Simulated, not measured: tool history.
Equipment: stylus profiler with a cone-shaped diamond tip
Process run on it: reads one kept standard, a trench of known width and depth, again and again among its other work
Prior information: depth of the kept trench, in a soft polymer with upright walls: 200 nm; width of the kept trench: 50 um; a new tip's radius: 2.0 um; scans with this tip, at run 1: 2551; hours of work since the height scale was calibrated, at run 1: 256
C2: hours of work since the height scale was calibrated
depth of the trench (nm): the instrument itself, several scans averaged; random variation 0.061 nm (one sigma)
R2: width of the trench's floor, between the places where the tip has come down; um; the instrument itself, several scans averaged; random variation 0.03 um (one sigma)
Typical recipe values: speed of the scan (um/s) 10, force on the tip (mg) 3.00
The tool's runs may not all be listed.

{"run": 1, "hour": 0.0, "speed of the scan (um/s)": 10, "force on the tip (mg)": 3.0, "scans with this tip": 2551, "C2": 256, "depth of the trench (nm)": 202.72, "R2": 48.2}
{"run": 2, "hour": 15.1, "speed of the scan (um/s)": 5, "force on the tip (mg)": 3.0, "scans with this tip": 2636, "C2": 265, "depth of the trench (nm)": 202.77, "R2": 48.21}
{"run": 3, "hour": 36.5, "speed of the scan (um/s)": 5, "force on the tip (mg)": 8.36, "scans with this tip": 2756, "C2": 277, "depth of the trench (nm)": 205.14, "R2": 48.21}
{"run": 4, "hour": 48.6, "speed of the scan (um/s)": 14, "force on the tip (mg)": 3.0, "scans with this tip": 2823, "C2": 283, "depth of the trench (nm)": 202.64, "R2": 48.14}
{"run": 5, "hour": 62.9, "speed of the scan (um/s)": 14, "force on the tip (mg)": 2.37, "scans with this tip": 2903, "C2": 291, "depth of the trench (nm)": 202.39, "R2": 48.14}
{"run": 6, "hour": 84.5, "speed of the scan (um/s)": 14, "force on the tip (mg)": 2.37, "scans with this tip": 3024, "C2": 304, "depth of the trench (nm)": 202.35, "R2": 48.1}
{"run": 7, "hour": 105.9, "speed of the scan (um/s)": 10, "force on the tip (mg)": 3.0, "scans with this tip": 3144, "C2": 316, "depth of the trench (nm)": 202.71, "R2": 48.1}
{"run": 8, "hour": 115.4, "speed of the scan (um/s)": 3, "force on the tip (mg)": 3.0, "scans with this tip": 3198, "C2": 321, "depth of the trench (nm)": 202.65, "R2": 48.2}
{"run": 9, "hour": 130.0, "speed of the scan (um/s)": 3, "force on the tip (mg)": 3.0, "scans with this tip": 3280, "C2": 329, "depth of the trench (nm)": 202.68, "R2": 48.22}
{"run": 10, "hour": 141.5, "speed of the scan (um/s)": 3, "force on the tip (mg)": 3.0, "scans with this tip": 3344, "C2": 336, "depth of the trench (nm)": 202.74, "R2": 48.18}
{"run": 11, "hour": 163.3, "speed of the scan (um/s)": 3, "force on the tip (mg)": 3.0, "scans with this tip": 3466, "C2": 348, "depth of the trench (nm)": 202.68, "R2": 48.2}
{"run": 12, "hour": 172.4, "speed of the scan (um/s)": 10, "force on the tip (mg)": 3.0, "scans with this tip": 3517, "C2": 353, "depth of the trench (nm)": 202.67, "R2": 48.18}
{"run": 13, "hour": 193.3, "speed of the scan (um/s)": 10, "force on the tip (mg)": 3.88, "scans with this tip": 3634, "C2": 365, "depth of the trench (nm)": 203.18, "R2": 48.13}
{"run": 14, "hour": 212.8, "speed of the scan (um/s)": 10, "force on the tip (mg)": 3.0, "scans with this tip": 3744, "C2": 376, "depth of the trench (nm)": 202.74, "R2": 48.13}
{"run": 15, "hour": 223.6, "speed of the scan (um/s)": 10, "force on the tip (mg)": 3.0, "scans with this tip": 3805, "C2": 382, "depth of the trench (nm)": 202.76, "R2": 48.15}
{"run": 16, "hour": 244.7, "speed of the scan (um/s)": 10, "force on the tip (mg)": 1.44, "scans with this tip": 3923, "C2": 394, "depth of the trench (nm)": 201.84, "R2": 48.11}
{"run": 17, "hour": 255.6, "speed of the scan (um/s)": 7, "force on the tip (mg)": 7.88, "scans with this tip": 3984, "C2": 400, "depth of the trench (nm)": 204.95, "R2": 48.14}
{"run": 18, "hour": 270.9, "speed of the scan (um/s)": 9, "force on the tip (mg)": 2.57, "scans with this tip": 4069, "C2": 408, "depth of the trench (nm)": 202.44, "R2": 48.15}
{"run": 19, "hour": 286.9, "speed of the scan (um/s)": 19, "force on the tip (mg)": 1.59, "scans with this tip": 4159, "C2": 417, "depth of the trench (nm)": 201.88, "R2": 48.09}
{"run": 20, "hour": 299.4, "speed of the scan (um/s)": 6, "force on the tip (mg)": 2.35, "scans with this tip": 4229, "C2": 424, "depth of the trench (nm)": 202.32, "R2": 48.16}
{"run": 21, "hour": 319.5, "speed of the scan (um/s)": 7, "force on the tip (mg)": 2.16, "scans with this tip": 4342, "C2": 436, "depth of the trench (nm)": 202.26, "R2": 48.16}
{"run": 22, "hour": 338.6, "speed of the scan (um/s)": 5, "force on the tip (mg)": 4.58, "scans with this tip": 4449, "C2": 447, "depth of the trench (nm)": 203.5, "R2": 48.18}
{"run": 23, "hour": 352.1, "speed of the scan (um/s)": 5, "force on the tip (mg)": 4.58, "scans with this tip": 4525, "C2": 454, "depth of the trench (nm)": 203.66, "R2": 48.15}
{"run": 24, "hour": 364.6, "speed of the scan (um/s)": 5, "force on the tip (mg)": 3.63, "scans with this tip": 4595, "C2": 461, "depth of the trench (nm)": 203.11, "R2": 48.12}
{"run": 25, "hour": 382.1, "speed of the scan (um/s)": 5, "force on the tip (mg)": 5.99, "scans with this tip": 4693, "C2": 471, "depth of the trench (nm)": 204.35, "R2": 48.13}
{"run": 26, "hour": 400.0, "speed of the scan (um/s)": 12, "force on the tip (mg)": 1.06, "scans with this tip": 4793, "C2": 481, "depth of the trench (nm)": 201.64, "R2": 48.06}
{"run": 27, "hour": 413.1, "speed of the scan (um/s)": 14, "force on the tip (mg)": 5.41, "scans with this tip": 4867, "C2": 488, "depth of the trench (nm)": 204.03, "R2": 48.09}
{"run": 28, "hour": 430.7, "speed of the scan (um/s)": 17, "force on the tip (mg)": 3.26, "scans with this tip": 4966, "C2": 498, "depth of the trench (nm)": 202.95, "R2": 48.02}
{"run": 29, "hour": 448.9, "speed of the scan (um/s)": 25, "force on the tip (mg)": 1.22, "scans with this tip": 5068, "C2": 509, "depth of the trench (nm)": 201.75, "R2": 48.02}
{"run": 30, "hour": 461.4, "speed of the scan (um/s)": 5, "force on the tip (mg)": 3.49, "scans with this tip": 5138, "C2": 516, "depth of the trench (nm)": 203.07, "R2": 48.15}
{"run": 31, "hour": 477.9, "speed of the scan (um/s)": 3, "force on the tip (mg)": 6.96, "scans with this tip": 5230, "C2": 525, "depth of the trench (nm)": 204.72, "R2": 48.13}
{"run": 32, "hour": 491.9, "speed of the scan (um/s)": 6, "force on the tip (mg)": 4.65, "scans with this tip": 5309, "C2": 533, "depth of the trench (nm)": 203.74, "R2": 48.08}

For some of the steps in depth of the trench (nm) from one run to the next: how much would appear even if the tool had no hidden state, given the settings, what came in and random variation, and how much remains for the hidden state plus any gauge scatter that the measured result and the result without hidden state don't share?
The tool's hidden condition here consists of: radius of the tip, um; height scale over the true one, %; drift of the gauge itself on depth_nm, %; drift of the gauge itself on floor_um, %.
Run 1 -> 2: speed of the scan (um/s) 10 -> 5. depth of the trench (nm) +0.05: hidden state +0.01, all else +0.04.
Run 5 -> 6: no setting changed, nothing entered. depth of the trench (nm) -0.04: hidden state +0.02, all else -0.06.
Run 16 -> 17: speed of the scan (um/s) 10 -> 7, force on the tip (mg) 1.44 -> 7.88. depth of the trench (nm) +3.11: hidden state +0.01, all else +3.10.
Run 17 -> 18: speed of the scan (um/s) 7 -> 9, force on the tip (mg) 7.88 -> 2.57. depth of the trench (nm) -2.51: hidden state +0.00, all else -2.51.
Run 25 -> 26: speed of the scan (um/s) 5 -> 12, force on the tip (mg) 5.99 -> 1.06. depth of the trench (nm) -2.71: hidden state +0.00, all else -2.71.
Run 30 -> 31: speed of the scan (um/s) 5 -> 3, force on the tip (mg) 3.49 -> 6.96. depth of the trench (nm) +1.65: hidden state +0.02, all else +1.63.

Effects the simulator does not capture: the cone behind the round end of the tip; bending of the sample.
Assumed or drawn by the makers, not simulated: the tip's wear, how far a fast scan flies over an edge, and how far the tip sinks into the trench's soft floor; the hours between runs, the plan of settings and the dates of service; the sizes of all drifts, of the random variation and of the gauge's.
